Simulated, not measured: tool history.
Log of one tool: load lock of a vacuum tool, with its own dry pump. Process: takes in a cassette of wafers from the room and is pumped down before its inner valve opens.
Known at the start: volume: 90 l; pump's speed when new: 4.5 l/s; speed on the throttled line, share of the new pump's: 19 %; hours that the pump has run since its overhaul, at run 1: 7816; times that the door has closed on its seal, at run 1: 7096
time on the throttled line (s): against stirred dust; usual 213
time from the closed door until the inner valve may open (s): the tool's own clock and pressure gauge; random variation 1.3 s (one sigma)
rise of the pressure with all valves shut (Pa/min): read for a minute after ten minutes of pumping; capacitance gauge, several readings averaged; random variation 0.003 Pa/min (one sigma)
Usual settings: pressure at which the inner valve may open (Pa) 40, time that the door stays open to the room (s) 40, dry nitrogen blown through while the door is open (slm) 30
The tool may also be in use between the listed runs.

| run | hour | time on the throttled line (s) | pressure at which the inner valve may open (Pa) | time that the door stays open to the room (s) | dry nitrogen blown through while the door is open (slm) | hours that the pump has run since its overhaul | times that the door has closed on its seal | incoming humidity of the room's air, % | time from the closed door until the inner valve may open (s) | rise of the pressure with all valves shut (Pa/min) |
|---|---|---|---|---|---|---|---|---|---|---|
| 1 | 0 | 213 | 40 | 40 | 30 | 7816 | 7096 | 44.2 | 341.3 | 0.019 |
| 2 | 64.8 | 213 | 40 | 40 | 30 | 7881 | 7259 | 46.6 | 337.1 | 0.017 |
| 3 | 149.4 | 213 | 40 | 40 | 30 | 7965 | 7471 | 46 | 339.8 | 0.02 |
| 4 | 249 | 213 | 40 | 40 | 30 | 8065 | 7721 | 46.6 | 340.1 | 0.022 |
| 5 | 302.6 | 213 | 40 | 40 | 30 | 8118 | 7856 | 44.2 | 340.2 | 0.025 |
| 6 | 370.6 | 213 | 40 | 40 | 30 | 8187 | 8027 | 43.4 | 339.1 | 0.021 |
| 7 | 458.6 | 213 | 40 | 40 | 30 | 8274 | 8248 | 43.2 | 343.1 | 0.022 |
| 8 | 553.5 | 213 | 40 | 40 | 30 | 8369 | 8487 | 46.2 | 338.8 | 0.014 |
| 9 | 650 | 213 | 40 | 40 | 30 | 8466 | 8729 | 40.4 | 339.8 | 0.021 |
| 10 | 712.7 | 113 | 31 | 95 | 30 | 8529 | 8887 | 45.4 | 266 | 0.022 |
| 11 | 810.5 | 213 | 40 | 99 | 30 | 8626 | 9133 | 44.9 | 341.3 | 0.026 |
| 12 | 901.7 | 181 | 40 | 40 | 30 | 8718 | 9362 | 47.6 | 315.9 | 0.022 |
| 13 | 953.3 | 181 | 40 | 40 | 30 | 8769 | 9492 | 44.5 | 314.9 | 0.024 |
| 14 | 1030 | 181 | 40 | 40 | 30 | 8846 | 9684 | 45 | 313.1 | 0.024 |
| 15 | 1128.3 | 181 | 45 | 40 | 7 | 8944 | 9931 | 44.1 | 313.8 | 0.038 |

Forecast each of these 4 alternatives for the next run:
| A | 1207.2 | 213 | 40 | 92 | 30 | 9023 | 10130 | 46.3 | ? | ? |
| B | 1207.2 | 181 | 45 | 40 | 12 | 9023 | 10130 | 41.4 | ? | ? |
| C | 1207.2 | 265 | 45 | 91 | 7 | 9023 | 10130 | 45.6 | ? | ? |
| D | 1207.2 | 154 | 45 | 40 | 15 | 9023 | 10130 | 46.7 | ? | ? |

| run | time from the closed door until the inner valve may open (s) | rise of the pressure with all valves shut (Pa/min) |
|---|---|---|
| A | 342 | 0.025 |
| B | 312.6 | 0.031 |
| C | 380.4 | 0.046 |
| D | 291.4 | 0.03 |
Without the tool's hidden state the same runs would have given:
| run | time from the closed door until the inner valve may open (s) | rise of the pressure with all valves shut (Pa/min) |
|---|---|---|
| A | 331.1 | 0.011 |
| B | 301.4 | 0.017 |
| C | 370.6 | 0.033 |
| D | 279.7 | 0.016 |

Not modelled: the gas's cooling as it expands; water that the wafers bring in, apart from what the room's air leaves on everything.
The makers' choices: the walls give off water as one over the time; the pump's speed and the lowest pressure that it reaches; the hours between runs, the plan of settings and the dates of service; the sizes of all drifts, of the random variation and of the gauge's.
